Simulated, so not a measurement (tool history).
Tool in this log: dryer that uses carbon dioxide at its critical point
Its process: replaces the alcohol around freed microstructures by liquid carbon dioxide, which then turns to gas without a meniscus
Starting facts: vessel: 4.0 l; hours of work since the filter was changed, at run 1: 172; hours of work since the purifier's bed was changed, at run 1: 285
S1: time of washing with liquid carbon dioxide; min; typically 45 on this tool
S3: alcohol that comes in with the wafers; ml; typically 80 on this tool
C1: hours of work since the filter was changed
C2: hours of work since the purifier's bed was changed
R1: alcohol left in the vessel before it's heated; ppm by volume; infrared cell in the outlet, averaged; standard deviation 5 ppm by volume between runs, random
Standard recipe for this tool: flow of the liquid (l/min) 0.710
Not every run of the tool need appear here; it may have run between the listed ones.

Run 1, hour 0.0: usual settings; C1 172; C2 285. Result: R1 191 ppm by volume.
At hour 14.1: inlet filter changed.
Run 2, hour 31.3: usual settings; C1 11; C2 303. Result: R1 138 ppm by volume.
Run 3, hour 53.1: usual settings; C1 24; C2 317. Result: R1 146 ppm by volume.
Run 4, hour 78.2: usual settings; C1 39; C2 332. Result: R1 157 ppm by volume.
Run 5, hour 118.6: usual settings; C1 64; C2 357. Result: R1 172 ppm by volume.
Run 6, hour 138.4: usual settings but S1 55 min; C1 76; C2 369. Result: R1 136 ppm by volume.
Run 7, hour 184.1: usual settings but S1 41 min; C1 104; C2 397. Result: R1 237 ppm by volume.
Run 8, hour 225.8: usual settings but S1 41 min, flow of the liquid (l/min) 0.511; C1 130; C2 423. Result: R1 661 ppm by volume.
Run 9, hour 250.6: usual settings but S1 41 min, flow of the liquid (l/min) 0.511; C1 145; C2 438. Result: R1 700 ppm by volume.
Run 10, hour 281.2: usual settings; C1 164; C2 457. Result: R1 239 ppm by volume.
At hour 311.8: inlet filter changed.
Run 11, hour 312.9: usual settings but flow of the liquid (l/min) 0.708; C1 1; C2 476. Result: R1 201 ppm by volume.
Run 12, hour 346.2: usual settings but S1 32 min; C1 21; C2 496. Result: R1 425 ppm by volume.
Run 13, hour 378.0: usual settings but S1 34 min, S3 25 ml; C1 41; C2 516. Result: R1 235 ppm by volume.
Run 14, hour 415.0: usual settings but S1 39 min, flow of the liquid (l/min) 0.659, S3 58 ml; C1 63; C2 538. Result: R1 289 ppm by volume.
Run 15, hour 445.9: usual settings but S1 37 min, flow of the liquid (l/min) 0.437, S3 42 ml; C1 82; C2 557. Result: R1 785 ppm by volume.
Run 16, hour 473.4: usual settings but S1 37 min, flow of the liquid (l/min) 0.437, S3 42 ml; C1 99; C2 574. Result: R1 820 ppm by volume.
At hour 500.0: purifier's bed changed.
Run 17, hour 500.0: usual settings but S1 37 min, flow of the liquid (l/min) 0.437, S3 42 ml; C1 114; C2 0. Result: R1 656 ppm by volume.
Run 18, hour 541.4: usual settings but S1 37 min, flow of the liquid (l/min) 0.437, S3 42 ml; C1 139; C2 25. Result: R1 704 ppm by volume.
Run 19, hour 580.1: usual settings but S1 61 min, flow of the liquid (l/min) 0.547, S3 71 ml; C1 163; C2 49. Result: R1 92 ppm by volume.
At hour 610.6: inlet filter changed.
Run 20, hour 620.3: usual settings but S1 43 min, flow of the liquid (l/min) 1.036, S3 78 ml; C1 6; C2 73. Result: R1 37 ppm by volume.

Run 21, settings as shown, results not yet in. Your forecast:
Run 21, hour 650.4: usual settings but S1 49 min, flow of the liquid (l/min) 1.151, S3 40 ml; C1 24; C2 92. Result: R1 ?.

R1: 41 ppm by volume
With no hidden state in the tool, this same run would have given R1 8 ppm by volume.
